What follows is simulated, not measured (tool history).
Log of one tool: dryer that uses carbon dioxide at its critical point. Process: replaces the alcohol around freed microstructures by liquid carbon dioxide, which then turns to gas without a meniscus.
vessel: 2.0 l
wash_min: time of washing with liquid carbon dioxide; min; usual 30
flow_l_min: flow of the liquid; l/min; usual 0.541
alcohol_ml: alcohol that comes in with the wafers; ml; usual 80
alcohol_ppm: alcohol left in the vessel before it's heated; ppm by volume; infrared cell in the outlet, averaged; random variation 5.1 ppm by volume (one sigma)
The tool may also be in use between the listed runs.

| run | hour | wash_min | flow_l_min | alcohol_ml | alcohol_ppm |
|---|---|---|---|---|---|
| 1 | 0.0 | 30 | 0.541 | 80 | 132 |
| 2 | 55.1 | 30 | 0.743 | 80 | 60 |
| 3 | 93.5 | 39 | 0.541 | 80 | 70 |
| 4 | 121.1 | 39 | 0.541 | 80 | 71 |
| 5 | 160.5 | 39 | 0.541 | 80 | 70 |
| 6 | 197.3 | 39 | 0.541 | 80 | 66 |
| 7 | 252.1 | 39 | 0.541 | 80 | 70 |
| 8 | 310.1 | 39 | 0.541 | 80 | 82 |
| 9 | 367.1 | 39 | 0.541 | 80 | 83 |
| 10 | 393.1 | 21 | 0.809 | 37 | 104 |
| 11 | 446.2 | 48 | 0.498 | 63 | 78 |

The next listed run, before its measurement:
| 12 | 495.9 | 48 | 0.412 | 75 | ? |

alcohol_ppm: 107 ppm by volume
Without the tool's hidden state the same run would have given alcohol_ppm 26 ppm by volume.
